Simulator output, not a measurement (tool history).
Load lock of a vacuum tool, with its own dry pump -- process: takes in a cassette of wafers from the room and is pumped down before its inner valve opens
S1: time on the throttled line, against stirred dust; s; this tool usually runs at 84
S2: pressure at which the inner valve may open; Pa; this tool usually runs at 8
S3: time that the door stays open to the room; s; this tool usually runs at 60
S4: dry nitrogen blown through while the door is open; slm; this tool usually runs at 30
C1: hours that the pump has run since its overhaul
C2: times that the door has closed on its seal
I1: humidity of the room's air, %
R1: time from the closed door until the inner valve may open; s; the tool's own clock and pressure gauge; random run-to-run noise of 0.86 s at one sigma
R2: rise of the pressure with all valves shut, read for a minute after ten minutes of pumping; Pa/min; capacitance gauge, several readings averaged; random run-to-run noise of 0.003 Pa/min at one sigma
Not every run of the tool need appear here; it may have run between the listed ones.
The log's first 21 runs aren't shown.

run 22 day=303.862 | S1=115 S2=8 S3=46 S4=30 | C1=4412 C2=22957 | I1=44.2 | R1=162.4 R2=0.315
run 23 day=318.996 | S1=84 S2=11 S3=60 S4=5 | C1=4775 C2=24138 | I1=44.6 | R1=138.6 R2=0.372
run 24 day=330.146 | S1=49 S2=8 S3=60 S4=12 | C1=5043 C2=25009 | I1=48.5 | R1=112.3 R2=0.377
run 25 day=351.096 | S1=58 S2=14 S3=60 S4=9 | C1=5546 C2=26645 | I1=44.1 | R1=115.9 R2=0.418
run 26 day=366.854 | S1=61 S2=11 S3=60 S4=30 | C1=5924 C2=27875 | I1=43.0 | R1=119.6 R2=0.430
run 27 day=381.371 | S1=167 S2=6 S3=48 S4=5 | C1=6272 C2=29009 | I1=46.0 | R1=207.7 R2=0.471
run 28 day=398.300 | S1=84 S2=9 S3=32 S4=44 | C1=6679 C2=30331 | I1=44.1 | R1=140.5 R2=0.492
-- day=413.500 door's seal changed, seat wiped
run 29 day=419.554 | S1=84 S2=11 S3=38 S4=44 | C1=7187 C2=472 | I1=44.3 | R1=139.7 R2=0.011
run 30 day=430.879 | S1=84 S2=11 S3=38 S4=44 | C1=7459 C2=1357 | I1=48.9 | R1=139.5 R2=0.020
run 31 day=450.058 | S1=119 S2=9 S3=107 S4=5 | C1=7919 C2=2854 | I1=43.5 | R1=171.0 R2=0.077
run 32 day=471.662 | S1=73 S2=6 S3=48 S4=30 | C1=8438 C2=4541 | I1=43.7 | R1=138.0 R2=0.046
run 33 day=480.767 | S1=84 S2=8 S3=213 S4=30 | C1=8656 C2=5252 | I1=43.6 | R1=145.8 R2=0.085
run 34 day=492.358 | S1=84 S2=10 S3=60 S4=4 | C1=8935 C2=6157 | I1=44.8 | R1=143.5 R2=0.085
run 35 day=510.617 | S1=84 S2=10 S3=60 S4=4 | C1=9373 C2=7583 | I1=46.6 | R1=142.1 R2=0.106
run 36 day=532.296 | S1=102 S2=7 S3=96 S4=4 | C1=9893 C2=9276 | I1=45.3 | R1=161.1 R2=0.135

Branching from run 36: 5 alternative next runs. What would each branch give?
run A day=553.062 | S1=48 S2=7 S3=119 S4=4 | C1=10391 C2=10897 | I1=42.4 | R1=? R2=?
run B day=553.062 | S1=102 S2=7 S3=107 S4=4 | C1=10391 C2=10897 | I1=44.4 | R1=? R2=?
run C day=553.062 | S1=102 S2=8 S3=96 S4=35 | C1=10391 C2=10897 | I1=45.9 | R1=? R2=?
run D day=553.062 | S1=60 S2=13 S3=96 S4=36 | C1=10391 C2=10897 | I1=41.4 | R1=? R2=?
run E day=553.062 | S1=43 S2=7 S3=86 S4=32 | C1=10391 C2=10897 | I1=45.7 | R1=? R2=?

run=A R1=120.5 R2=0.163
run=B R1=163.0 R2=0.161
run=C R1=159.7 R2=0.131
run=D R1=126.0 R2=0.127
run=E R1=117.6 R2=0.135
Without the tool's hidden state the same runs would have given:
run=A R1=106.4 R2=0.062
run=B R1=151.4 R2=0.057
run=C R1=148.4 R2=0.029
run=D R1=113.5 R2=0.027
run=E R1=103.2 R2=0.033

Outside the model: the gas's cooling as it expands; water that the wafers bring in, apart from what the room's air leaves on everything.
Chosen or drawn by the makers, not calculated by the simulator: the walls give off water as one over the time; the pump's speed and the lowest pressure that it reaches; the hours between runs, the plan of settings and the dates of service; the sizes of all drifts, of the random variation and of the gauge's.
